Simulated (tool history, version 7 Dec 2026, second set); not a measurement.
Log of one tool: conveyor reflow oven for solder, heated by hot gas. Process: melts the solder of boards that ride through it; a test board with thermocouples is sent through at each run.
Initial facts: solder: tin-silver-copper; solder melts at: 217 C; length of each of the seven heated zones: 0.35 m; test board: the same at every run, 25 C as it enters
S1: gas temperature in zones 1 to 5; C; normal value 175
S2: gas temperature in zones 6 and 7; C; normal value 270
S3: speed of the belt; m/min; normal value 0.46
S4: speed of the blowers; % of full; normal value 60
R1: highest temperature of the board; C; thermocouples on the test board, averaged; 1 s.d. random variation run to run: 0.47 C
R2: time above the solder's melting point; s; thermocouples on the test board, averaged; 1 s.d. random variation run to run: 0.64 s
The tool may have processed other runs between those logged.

{"run": 1, "hour": 0.0, "S1": 175, "S2": 270, "S3": 0.46, "S4": 60, "R1": 247.7, "R2": 63.3}
{"run": 2, "hour": 83.0, "S1": 175, "S2": 270, "S3": 0.46, "S4": 60, "R1": 247.3, "R2": 62.7}
{"run": 3, "hour": 170.0, "S1": 175, "S2": 270, "S3": 0.497, "S4": 60, "R1": 243.2, "R2": 52.9}
{"run": 4, "hour": 255.3, "S1": 175, "S2": 270, "S3": 0.524, "S4": 60, "R1": 240.3, "R2": 46.9}
{"run": 5, "hour": 343.5, "S1": 175, "S2": 270, "S3": 0.524, "S4": 60, "R1": 240.9, "R2": 46.9}
{"hour": 365.2, "done": "flux residue cleaned out of gas plates and filters"}
{"run": 6, "hour": 414.3, "S1": 175, "S2": 270, "S3": 0.524, "S4": 60, "R1": 243.9, "R2": 50.7}
{"run": 7, "hour": 464.7, "S1": 175, "S2": 270, "S3": 0.524, "S4": 60, "R1": 243.7, "R2": 50.7}
{"run": 8, "hour": 512.5, "S1": 175, "S2": 270, "S3": 0.512, "S4": 60, "R1": 245.5, "R2": 53.1}
{"run": 9, "hour": 572.4, "S1": 172, "S2": 270, "S3": 0.46, "S4": 60, "R1": 248.6, "R2": 63}
{"run": 10, "hour": 628.8, "S1": 175, "S2": 272, "S3": 0.46, "S4": 60, "R1": 250.5, "R2": 67.1}
{"run": 11, "hour": 715.4, "S1": 178, "S2": 272, "S3": 0.46, "S4": 60, "R1": 249.9, "R2": 67}
{"run": 12, "hour": 768.4, "S1": 178, "S2": 270, "S3": 0.46, "S4": 60, "R1": 248.5, "R2": 65.5}
{"run": 13, "hour": 825.9, "S1": 175, "S2": 270, "S3": 0.547, "S4": 60, "R1": 240.8, "R2": 43.9}
{"run": 14, "hour": 878.9, "S1": 175, "S2": 270, "S3": 0.547, "S4": 60, "R1": 239.9, "R2": 43.2}
{"run": 15, "hour": 922.4, "S1": 175, "S2": 270, "S3": 0.547, "S4": 60, "R1": 240, "R2": 43.9}
{"hour": 932.3, "done": "belt drive overhauled, speed set with a stopwatch"}
{"run": 16, "hour": 1015.7, "S1": 161, "S2": 275, "S3": 0.383, "S4": 52, "R1": 253.2, "R2": 79.2}
{"hour": 1065.5, "done": "thermocouples of zones 6 and 7 changed"}
{"run": 17, "hour": 1093.6, "S1": 161, "S2": 275, "S3": 0.383, "S4": 52, "R1": 254.6, "R2": 80.1}
{"run": 18, "hour": 1137.6, "S1": 161, "S2": 275, "S3": 0.383, "S4": 52, "R1": 254.4, "R2": 79.7}
{"hour": 1167.6, "done": "belt drive overhauled, speed set with a stopwatch, once more"}
{"hour": 1191.8, "done": "flux residue cleaned out of gas plates and filters"}
{"run": 19, "hour": 1212.1, "S1": 182, "S2": 277, "S3": 0.495, "S4": 53, "R1": 253.1, "R2": 64.6}

Run 20 is up next; what results do you expect?
{"run": 20, "hour": 1292.5, "S1": 182, "S2": 261, "S3": 0.417, "S4": 70, "R1": "?", "R2": "?"}

R1: 247.6 C
R2: 76.8 s
The same run, on a tool lacking any hidden state, would have yielded R1 248.3 C, R2 77.5 s.

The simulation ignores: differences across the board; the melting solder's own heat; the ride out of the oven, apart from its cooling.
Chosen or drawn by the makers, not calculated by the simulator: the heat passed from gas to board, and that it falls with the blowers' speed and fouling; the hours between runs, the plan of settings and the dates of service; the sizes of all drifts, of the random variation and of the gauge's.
